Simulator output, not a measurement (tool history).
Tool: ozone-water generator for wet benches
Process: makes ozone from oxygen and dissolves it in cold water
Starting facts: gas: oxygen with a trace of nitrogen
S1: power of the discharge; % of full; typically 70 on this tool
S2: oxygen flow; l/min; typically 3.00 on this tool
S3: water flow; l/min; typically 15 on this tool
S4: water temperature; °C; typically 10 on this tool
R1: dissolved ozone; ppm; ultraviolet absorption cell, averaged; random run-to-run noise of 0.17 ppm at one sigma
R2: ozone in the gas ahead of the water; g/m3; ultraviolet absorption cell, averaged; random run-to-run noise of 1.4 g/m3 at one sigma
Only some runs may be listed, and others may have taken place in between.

run,hour,S1,S2,S3,S4,R1,R2
1,0.0,70,3.00,15,10,21.9,250.1
2,60.8,68,3.00,15,10,21.7,245.9
3,107.5,68,4.84,15,10,24.5,205.0
4,174.8,68,4.84,15,10,24.8,207.3
5,234.7,70,3.00,15,9,22.5,251.0
6,290.2,70,3.00,15,9,22.4,249.0
7,369.2,70,3.00,15,9,22.5,250.9
8,460.1,70,3.00,15,9,22.3,251.5
9,515.3,70,1.79,15,9,18.5,302.8
10,578.7,70,1.79,15,7,18.8,302.5
11,660.8,70,1.79,15,7,18.8,302.6
12,724.3,70,3.00,15,10,22.3,251.7
13,811.3,70,3.00,15,10,22.2,253.5
14,880.6,70,3.00,15,10,22.4,249.8
15,922.6,79,3.00,15,10,24.5,280.9
16,964.7,79,3.00,15,10,24.5,277.3
17,1026.3,58,1.59,17,6,13.5,271.4
18,1094.9,58,1.59,17,6,13.7,271.3
19,1185.6,70,2.05,23,10,12.1,288.8
20,1275.1,77,2.05,11,10,28.1,315.5
21,1347.3,77,2.05,11,10,28.4,313.7
22,1392.2,77,3.04,11,6,33.2,271.9
23,1455.9,77,3.04,10,6,35.8,270.4
24,1545.7,70,2.33,13,6,24.3,276.8
25,1628.6,70,2.96,15,11,21.7,252.9
26,1708.7,70,3.00,12,10,27.1,251.5
27,1753.0,70,3.00,12,10,26.9,252.9
28,1832.4,70,2.68,23,10,14.1,262.3
29,1901.6,70,2.68,23,10,13.7,261.6
30,1978.7,63,2.11,18,10,15.0,261.7
31,2027.3,63,2.11,18,10,15.0,262.8
32,2103.1,59,3.00,20,10,14.4,217.4

Alternative continuations, all from the tool just after run 32; predict every row:
A,2155.4,77,2.25,20,11,?,?
B,2155.4,70,3.00,15,15,?,?
C,2155.4,71,3.00,20,10,?,?

run,R1,R2
A,16.0,304.0
B,20.8,253.7
C,17.2,255.6
The same runs, with their run-to-run variation unchanged, on a tool lacking any hidden condition would have given:
run,R1,R2
A,16.0,304.2
B,20.8,253.8
C,17.2,255.7

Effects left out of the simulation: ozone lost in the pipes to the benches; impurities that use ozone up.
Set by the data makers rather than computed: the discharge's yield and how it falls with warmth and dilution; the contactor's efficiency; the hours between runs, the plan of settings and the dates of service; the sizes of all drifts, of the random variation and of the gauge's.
